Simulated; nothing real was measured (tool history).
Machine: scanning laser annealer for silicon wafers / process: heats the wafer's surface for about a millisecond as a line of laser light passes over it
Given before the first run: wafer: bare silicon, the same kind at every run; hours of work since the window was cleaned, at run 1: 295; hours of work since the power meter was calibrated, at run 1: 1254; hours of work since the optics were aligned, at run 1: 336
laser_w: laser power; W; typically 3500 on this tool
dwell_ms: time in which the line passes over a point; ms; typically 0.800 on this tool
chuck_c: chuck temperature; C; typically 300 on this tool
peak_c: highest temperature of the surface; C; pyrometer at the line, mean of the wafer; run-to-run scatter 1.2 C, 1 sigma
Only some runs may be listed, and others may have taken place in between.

| run | day | laser_w | dwell_ms | chuck_c | hours of work since the window was cleaned | hours of work since the power meter was calibrated | hours of work since the optics were aligned | peak_c |
|---|---|---|---|---|---|---|---|---|
| 1 | 0.000 | 3500 | 0.800 | 300 | 295 | 1254 | 336 | 1023 |
| 2 | 2.688 | 3500 | 0.985 | 300 | 332 | 1290 | 372 | 1109 |
| 3 | 5.388 | 3500 | 0.560 | 300 | 368 | 1326 | 408 | 893 |
| 4 | 7.179 | 3500 | 0.800 | 297 | 392 | 1350 | 432 | 1018 |
| 5 | 8.758 | 3500 | 0.800 | 297 | 413 | 1372 | 454 | 1016 |
| 6 | 11.342 | 3500 | 0.800 | 297 | 448 | 1406 | 488 | 1019 |
| 7 | 13.188 | 3500 | 0.800 | 297 | 473 | 1431 | 513 | 1018 |
|  | 16.662 | window over the wafer cleaned |
| 8 | 16.862 | 3500 | 0.800 | 297 | 3 | 1479 | 562 | 1020 |
| 9 | 19.392 | 3500 | 0.800 | 297 | 37 | 1513 | 596 | 1017 |
| 10 | 22.942 | 3500 | 0.800 | 297 | 85 | 1561 | 643 | 1020 |
| 11 | 25.204 | 3500 | 0.800 | 297 | 115 | 1592 | 674 | 1018 |
| 12 | 27.758 | 3500 | 0.800 | 297 | 149 | 1626 | 708 | 1017 |
| 13 | 29.575 | 3500 | 0.800 | 297 | 174 | 1651 | 733 | 1017 |
| 14 | 31.958 | 3426 | 0.800 | 300 | 206 | 1683 | 765 | 1007 |
|  | 33.179 | optics aligned, line set to its width |
| 15 | 35.000 | 3426 | 0.800 | 300 | 244 | 1721 | 25 | 1008 |
| 16 | 38.233 | 3500 | 0.800 | 286 | 287 | 1764 | 68 | 1008 |
| 17 | 40.875 | 3765 | 0.800 | 300 | 323 | 1800 | 104 | 1073 |
| 18 | 43.046 | 3500 | 0.800 | 282 | 352 | 1829 | 133 | 1002 |
| 19 | 45.596 | 3500 | 0.737 | 336 | 387 | 1863 | 167 | 1025 |
| 20 | 48.117 | 3690 | 0.800 | 300 | 421 | 1897 | 201 | 1059 |
| 21 | 51.358 | 3476 | 0.633 | 273 | 464 | 1941 | 245 | 903 |
| 22 | 53.538 | 3566 | 0.800 | 270 | 493 | 1970 | 274 | 1004 |
|  | 55.517 | window over the wafer cleaned |
| 23 | 55.842 | 3342 | 0.980 | 270 | 4 | 2000 | 304 | 1043 |
| 24 | 58.488 | 3708 | 0.661 | 295 | 40 | 2036 | 339 | 979 |
| 25 | 61.025 | 3708 | 0.661 | 295 | 74 | 2070 | 374 | 979 |
| 26 | 62.788 | 3708 | 0.661 | 295 | 98 | 2094 | 397 | 980 |
| 27 | 66.208 | 3500 | 0.853 | 300 | 144 | 2140 | 443 | 1048 |
| 28 | 68.033 | 3716 | 0.853 | 293 | 168 | 2164 | 468 | 1084 |
| 29 | 71.125 | 3531 | 0.709 | 293 | 210 | 2206 | 510 | 975 |
| 30 | 74.588 | 3509 | 0.586 | 306 | 257 | 2252 | 556 | 917 |
| 31 | 76.588 | 3500 | 0.928 | 339 | 284 | 2279 | 583 | 1120 |
| 32 | 79.550 | 3591 | 0.616 | 309 | 323 | 2319 | 623 | 948 |
| 33 | 81.362 | 3591 | 0.616 | 309 | 348 | 2344 | 647 | 946 |

Below are 3 alternative next runs, each starting from the tool's condition after run 33. Predict each:
| A | 83.625 | 3500 | 0.800 | 325 | 378 | 2374 | 678 | ? |
| B | 83.625 | 3695 | 0.616 | 336 | 378 | 2374 | 678 | ? |
| C | 83.625 | 3500 | 0.875 | 300 | 378 | 2374 | 678 | ? |

| run | peak_c |
|---|---|
| A | 1045 |
| B | 992 |
| C | 1058 |
The same runs, with their run-to-run variation unchanged, on a tool lacking any hidden condition would have given:
| run | peak_c |
|---|---|
| A | 1046 |
| B | 993 |
| C | 1059 |

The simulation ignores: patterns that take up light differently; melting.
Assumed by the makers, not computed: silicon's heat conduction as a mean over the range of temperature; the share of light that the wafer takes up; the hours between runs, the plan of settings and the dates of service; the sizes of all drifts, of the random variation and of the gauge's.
